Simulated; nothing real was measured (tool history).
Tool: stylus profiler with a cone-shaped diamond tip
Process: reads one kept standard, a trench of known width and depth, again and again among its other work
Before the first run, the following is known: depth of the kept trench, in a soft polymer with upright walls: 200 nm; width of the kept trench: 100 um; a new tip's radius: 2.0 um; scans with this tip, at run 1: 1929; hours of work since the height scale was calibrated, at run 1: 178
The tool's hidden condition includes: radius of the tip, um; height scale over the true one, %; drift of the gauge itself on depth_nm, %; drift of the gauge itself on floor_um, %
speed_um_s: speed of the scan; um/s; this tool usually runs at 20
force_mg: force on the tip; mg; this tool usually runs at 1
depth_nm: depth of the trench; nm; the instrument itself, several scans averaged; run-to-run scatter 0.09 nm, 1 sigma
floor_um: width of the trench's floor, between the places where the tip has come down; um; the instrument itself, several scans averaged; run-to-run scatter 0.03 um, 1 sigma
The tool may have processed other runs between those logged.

| run | hour | speed_um_s | force_mg | scans with this tip | hours of work since the height scale was calibrated | depth_nm | floor_um |
|---|---|---|---|---|---|---|---|
| 1 | 0 | 20 | 1 | 1929 | 178 | 200.75 | 97.9 |
| 2 | 17.8 | 20 | 0.55 | 2071 | 191 | 200.67 | 97.91 |
| 3 | 27.2 | 20 | 0.55 | 2146 | 198 | 200.75 | 97.88 |
| 4 | 41.1 | 20 | 1 | 2256 | 208 | 200.96 | 97.93 |
| 5 | 55.8 | 20 | 1 | 2374 | 219 | 200.8 | 97.96 |
| 6 | 75.7 | 20 | 1 | 2532 | 233 | 200.87 | 97.84 |
| 7 | 86.7 | 20 | 1 | 2620 | 241 | 200.87 | 97.88 |
| 8 | 100 | 20 | 1 | 2726 | 251 | 200.92 | 97.82 |
| 9 | 118.6 | 20 | 2.38 | 2874 | 265 | 201.43 | 97.91 |
| 10 | 133.8 | 20 | 2.38 | 2995 | 276 | 201.35 | 97.88 |
| 11 | 153.7 | 6 | 1 | 3153 | 290 | 200.96 | 97.91 |
| 12 | 167.7 | 7 | 1 | 3265 | 301 | 200.86 | 97.92 |
| 13 | 182.3 | 7 | 1 | 3381 | 311 | 201.03 | 97.89 |
| 14 | 190.4 | 20 | 1.08 | 3446 | 317 | 201.08 | 97.8 |
| 15 | 205.2 | 20 | 0.44 | 3564 | 328 | 200.6 | 97.74 |
| 16 | 220.2 | 20 | 1 | 3683 | 339 | 201 | 97.78 |
| 17 | 239.1 | 20 | 1 | 3834 | 353 | 200.92 | 97.81 |
| 18 | 247.3 | 20 | 1 | 3899 | 359 | 201.09 | 97.78 |
| 19 | 264.8 | 20 | 1 | 4038 | 372 | 201.02 | 97.76 |
| 20 | 277.2 | 20 | 2.02 | 4137 | 381 | 201.41 | 97.79 |
| 21 | 293.3 | 20 | 2.02 | 4265 | 393 | 201.49 | 97.77 |
| 22 | 307.6 | 20 | 2.02 | 4379 | 403 | 201.5 | 97.76 |
|  | 309.1 | height scale calibrated on a step standard |
| 23 | 320.7 | 8 | 1 | 4480 | 8 | 201.15 | 97.84 |
| 24 | 333.1 | 8 | 0.97 | 4578 | 18 | 201.24 | 97.79 |
| 25 | 343.2 | 8 | 0.97 | 4659 | 25 | 201.05 | 97.75 |
|  | 349.7 | height scale calibrated on a step standard, once more |
| 26 | 352 | 11 | 0.67 | 4725 | 2 | 200.65 | 97.75 |
| 27 | 369.1 | 11 | 0.67 | 4861 | 14 | 200.6 | 97.73 |
| 28 | 379.7 | 48 | 0.67 | 4946 | 22 | 200.61 | 97.5 |
| 29 | 390.7 | 19 | 1.13 | 5033 | 30 | 200.94 | 97.73 |
| 30 | 400.7 | 6 | 2.21 | 5113 | 37 | 201.22 | 97.79 |
| 31 | 413.6 | 36 | 0.76 | 5216 | 47 | 200.74 | 97.54 |
| 32 | 425.1 | 36 | 0.76 | 5307 | 55 | 200.56 | 97.61 |
| 33 | 441.7 | 12 | 0.59 | 5439 | 67 | 200.49 | 97.68 |
| 34 | 458.2 | 5 | 2.87 | 5570 | 80 | 201.55 | 97.76 |
| 35 | 470.6 | 36 | 0.52 | 5669 | 89 | 200.43 | 97.46 |
| 36 | 488.7 | 36 | 0.52 | 5813 | 102 | 200.64 | 97.36 |
| 37 | 506.4 | 15 | 1.32 | 5954 | 115 | 200.87 | 97.73 |
| 38 | 522.4 | 10 | 1.81 | 6082 | 127 | 201.37 | 97.63 |
| 39 | 539.2 | 10 | 1.81 | 6216 | 139 | 201.11 | 97.73 |
| 40 | 550.9 | 10 | 1.81 | 6309 | 148 | 201.2 | 97.62 |
| 41 | 560.9 | 32 | 0.57 | 6389 | 155 | 200.62 | 97.46 |
| 42 | 579.4 | 15 | 0.7 | 6536 | 168 | 200.59 | 97.6 |
| 43 | 592.5 | 76 | 0.69 | 6641 | 178 | 200.51 | 97.13 |
| 44 | 612 | 76 | 0.69 | 6795 | 192 | 200.57 | 97.05 |
| 45 | 629.8 | 79 | 0.48 | 6937 | 205 | 200.45 | 96.95 |

5 ways to go on from here, each from the tool as it stands after run 45. What would each give?
| A | 641.6 | 57 | 1.46 | 7032 | 214 | ? | ? |
| B | 641.6 | 32 | 0.48 | 7032 | 214 | ? | ? |
| C | 641.6 | 21 | 0.4 | 7032 | 214 | ? | ? |
| D | 641.6 | 24 | 2.43 | 7032 | 214 | ? | ? |
| E | 641.6 | 11 | 0.55 | 7032 | 214 | ? | ? |

| run | depth_nm | floor_um |
|---|---|---|
| A | 201.1 | 97.33 |
| B | 200.52 | 97.37 |
| C | 200.6 | 97.45 |
| D | 201.42 | 97.58 |
| E | 200.66 | 97.53 |
Had the tool no hidden state, the same runs would have come out as:
| run | depth_nm | floor_um |
|---|---|---|
| A | 200.97 | 97.91 |
| B | 200.4 | 97.95 |
| C | 200.47 | 98.04 |
| D | 201.29 | 98.17 |
| E | 200.53 | 98.11 |
